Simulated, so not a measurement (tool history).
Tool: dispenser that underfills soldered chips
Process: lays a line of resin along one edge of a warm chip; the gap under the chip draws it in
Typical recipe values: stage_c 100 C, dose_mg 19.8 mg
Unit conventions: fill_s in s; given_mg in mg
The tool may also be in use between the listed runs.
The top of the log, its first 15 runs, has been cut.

run   hour  stage_c  dose_mg  fill_s  given_mg
      79.8  -- new syringe of resin
 16   84.1       90     19.8   355.5     18.03
      89.3  -- new syringe of resin
 17   90.9      112     19.8   136.0     17.93
 18   96.2      112     19.8   163.4     17.96
      99.1  -- new syringe of resin
 19  103.2      100     23.4   235.1     21.24
     108.6  -- new syringe of resin
 20  109.8       96     19.8   254.1     17.62
     111.7  -- dispensing valve cleaned and set on the balance
 21  116.8      100     19.2   262.7     19.05
     119.3  -- new syringe of resin
 22  123.2       92     18.4   328.4     18.51
 23  127.3      109     19.8   193.1     19.73
     128.8  -- new syringe of resin
 24  134.4      109     19.8   175.6     19.59
     138.4  -- new syringe of resin
 25  138.4       88     24.7   339.2     24.47
 26  145.5       93     19.8   345.1     19.54
     148.1  -- new syringe of resin
 27  151.0      106     21.7   180.4     21.27
 28  156.4      101     24.6   251.0     24.19
     157.7  -- new syringe of resin
 29  161.1       88     23.3   361.8     22.79
 30  165.4      109     17.8   191.0     17.40
     167.1  -- new syringe of resin
 31  170.4      107     17.8   179.5     17.14
     176.8  -- new syringe of resin
 32  178.1      107     20.3   166.9     19.76
 33  185.3      110     20.3   188.3     19.56
     186.5  -- new syringe of resin
 34  191.4       93     22.2   311.9     21.40
     196.0  -- new syringe of resin
 35  199.1      114     23.1   132.5     22.33
 36  204.9      114     23.1   162.2     22.01

3 ways to go on from here, each from the tool as it stands after run 36. What would each give?
     205.7  -- new syringe of resin
  A  210.9       91     22.3       ?         ?
     205.7  -- new syringe of resin
  B  210.9       95     23.1       ?         ?
     205.7  -- new syringe of resin
  C  210.9       90     23.1       ?         ?

run  fill_s  given_mg
  A   344.0     21.20
  B   295.6     21.99
  C   362.5     21.86
Without the tool's unlogged condition, the same runs would have read:
run  fill_s  given_mg
  A   284.2     22.34
  B   244.5     23.17
  C   299.5     23.04

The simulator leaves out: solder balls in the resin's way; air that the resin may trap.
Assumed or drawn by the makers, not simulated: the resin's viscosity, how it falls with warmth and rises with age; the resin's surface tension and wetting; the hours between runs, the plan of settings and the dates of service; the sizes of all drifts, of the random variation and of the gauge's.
